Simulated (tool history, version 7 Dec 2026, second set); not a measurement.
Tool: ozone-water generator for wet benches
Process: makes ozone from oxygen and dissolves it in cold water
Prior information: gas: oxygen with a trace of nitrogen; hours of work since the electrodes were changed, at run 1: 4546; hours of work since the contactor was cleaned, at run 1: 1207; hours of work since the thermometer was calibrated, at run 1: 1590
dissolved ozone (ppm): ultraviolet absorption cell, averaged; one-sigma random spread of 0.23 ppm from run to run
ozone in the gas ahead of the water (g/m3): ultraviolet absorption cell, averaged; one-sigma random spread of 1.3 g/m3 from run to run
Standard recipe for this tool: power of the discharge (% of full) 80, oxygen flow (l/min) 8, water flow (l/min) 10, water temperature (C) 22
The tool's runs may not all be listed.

run	day	power of the discharge (% of full)	oxygen flow (l/min)	water flow (l/min)	water temperature (C)	hours of work since the electrodes were changed	hours of work since the contactor was cleaned	hours of work since the thermometer was calibrated	dissolved ozone (ppm)	ozone in the gas ahead of the water (g/m3)
1	0	80	8	10	22	4546	1207	1590	30.7	212.7
2	4.708	80	8	10	22	4634	1295	1678	31.3	211.8
3	8.108	80	8	10	22	4698	1359	1742	31.1	209.7
4	13.096	80	8	10	22	4791	1452	1834	30.7	213.1
5	17.658	80	8	10	22	4876	1537	1920	30.9	212.4
6	20.296	80	8	6	22	4925	1586	1969	38.4	212.4
7	25.138	42	8	6	22	5015	1676	2059	21.8	121.7
8	31.083	42	8	6	22	5126	1787	2170	22	122
9	35.992	42	8	6	22	5218	1879	2262	22.1	120.8
10	40.412	42	8	6	22	5300	1961	2344	21.9	120.3
11	43.108	62	8	6	22	5350	2011	2394	30.6	168.1
12	48.692	62	8	6	22	5454	2116	2498	30.6	166.6
13	52.379	80	8	10	22	5523	2184	2567	29.8	207.9
14	55.467	80	8	10	22	5581	2242	2625	29.5	207.4
15	58.788	80	8	10	22	5643	2304	2687	29.6	208.7
16	61.733	80	8	10	22	5698	2359	2742	29.9	208.4
17	66.788	80	8	10	22	5792	2453	2836	29.7	204.4
18	70.846	69	8	10	22	5868	2529	2912	26.3	181.3
19	74.088	44	8	10	23	5928	2589	2972	17.1	124.3
20	79.496	43	5.23	7	21	6029	2690	3073	23	144.8
# day 79.804: water thermometer calibrated
21	83.646	43	5.23	7	21	6106	2767	72	23.1	147.5
22	87.979	43	5.23	7	21	6187	2848	152	22.8	147.1
23	90.929	68	8	13	19	6242	2903	208	23.5	180.3
24	94.675	68	8	13	19	6312	2973	277	23.6	179.2
25	98.292	68	5.49	13	19	6379	3040	345	23.7	207.5
26	102.642	91	8	6	16	6460	3121	426	47.9	227.8
27	105.321	86	8.64	7	26	6510	3171	476	32.2	208.6
# day 108.246: water thermometer calibrated, once more
28	108.529	80	7.96	14	22	6570	3231	5	23.8	204.4
29	111.992	43	7.22	11	18	6634	3295	70	18.2	127.3
30	117.633	47	10.27	6	28	6739	3401	175	18.7	118.3
31	123.342	80	8	9	22	6846	3507	282	30.5	202.3
32	128.25	92	7.6	9	22	6938	3599	373	33.7	230.6

Run 33 comes next. What will it give?
33	132.512	92	7.6	9	22	7017	3678	453	?	?

dissolved ozone (ppm): 33.7
ozone in the gas ahead of the water (g/m3): 231.5
With the hidden condition absent and the run-to-run variation left alone, this run would have shown dissolved ozone (ppm) 41.7, ozone in the gas ahead of the water (g/m3) 275.8.

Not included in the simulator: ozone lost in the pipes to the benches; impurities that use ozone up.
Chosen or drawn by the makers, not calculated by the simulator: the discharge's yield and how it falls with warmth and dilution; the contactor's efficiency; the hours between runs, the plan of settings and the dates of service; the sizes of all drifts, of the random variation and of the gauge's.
